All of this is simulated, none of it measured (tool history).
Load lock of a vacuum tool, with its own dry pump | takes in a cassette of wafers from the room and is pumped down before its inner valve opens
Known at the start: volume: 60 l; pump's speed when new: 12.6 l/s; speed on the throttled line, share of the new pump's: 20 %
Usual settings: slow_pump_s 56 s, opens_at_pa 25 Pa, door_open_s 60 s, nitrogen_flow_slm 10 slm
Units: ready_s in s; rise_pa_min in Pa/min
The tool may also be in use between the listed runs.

run,day,slow_pump_s,opens_at_pa,door_open_s,nitrogen_flow_slm,"incoming humidity of the room's air, %",ready_s,rise_pa_min
1,0.000,56,25,60,10,48.2,84.6,0.104
2,5.883,56,25,60,5,42.7,84.6,0.114
3,17.850,56,26,60,10,45.1,85.7,0.111
4,24.167,56,26,60,10,45.7,83.8,0.116
5,30.288,56,26,60,10,44.9,84.9,0.112
6,38.825,56,26,60,10,44.8,85.7,0.112
7,44.450,56,25,60,10,42.9,85.0,0.115
8,50.571,56,25,60,10,44.5,85.2,0.113
9,61.138,56,25,60,10,44.7,85.6,0.117
10,68.671,56,25,60,10,44.9,86.4,0.117
11,75.788,56,25,222,10,45.9,85.3,0.154
12,85.229,56,25,222,10,47.3,86.2,0.167
13,92.525,56,25,222,10,45.9,86.6,0.158
14,99.817,56,25,60,10,46.5,85.5,0.126
15,106.488,56,25,60,10,45.5,85.2,0.125
16,112.442,56,25,60,10,43.7,85.3,0.121
17,122.004,56,25,60,10,45.4,86.4,0.130
18,130.696,66,38,42,10,45.7,91.1,0.118
19,137.204,66,38,42,10,43.0,92.3,0.120
20,145.638,66,38,42,10,45.6,91.0,0.129
21,153.100,41,38,42,37,46.6,72.0,0.111
22,164.900,41,38,42,37,44.7,72.3,0.115
23,177.042,41,38,42,37,46.0,72.9,0.122
24,185.071,56,19,175,25,47.6,87.4,0.155
25,196.908,56,19,175,25,43.8,87.2,0.155
26,205.692,56,26,175,25,45.1,86.1,0.162
27,216.121,30,26,173,7,46.5,65.2,0.182
28,225.746,30,26,173,7,43.9,66.2,0.180
29,235.325,30,26,173,7,41.6,65.5,0.180
30,241.779,106,33,51,25,45.0,123.6,0.139
31,250.788,106,33,51,25,45.0,123.7,0.140
32,258.767,106,33,51,25,49.4,125.3,0.146

Measured less the same run without the tool's hidden state. The same run-to-run variation is in both; the gauge's scatter may not be:
The hidden state here: pump's speed, % of a new pump's; leak at the door's seal, Pa l/s; drift of the gauge itself on ready_s, %; drift of the gauge itself on rise_pa_min, %.
run,ready_s,rise_pa_min
1,+0.5,+0.062
2,+0.5,+0.065
3,+0.6,+0.066
4,+0.6,+0.068
5,+0.6,+0.070
6,+0.7,+0.069
7,+0.8,+0.071
8,+0.8,+0.072
9,+0.8,+0.074
10,+0.9,+0.076
11,+1.0,+0.078
12,+1.0,+0.079
13,+1.0,+0.080
14,+1.1,+0.082
15,+1.2,+0.081
16,+1.2,+0.084
17,+1.3,+0.086
18,+1.1,+0.086
19,+1.1,+0.089
20,+1.2,+0.092
21,+1.4,+0.092
22,+1.5,+0.094
23,+1.6,+0.096
24,+1.7,+0.100
25,+1.7,+0.103
26,+1.7,+0.106
27,+2.1,+0.104
28,+2.3,+0.108
29,+2.3,+0.110
30,+1.2,+0.112
31,+1.3,+0.113
32,+1.2,+0.115
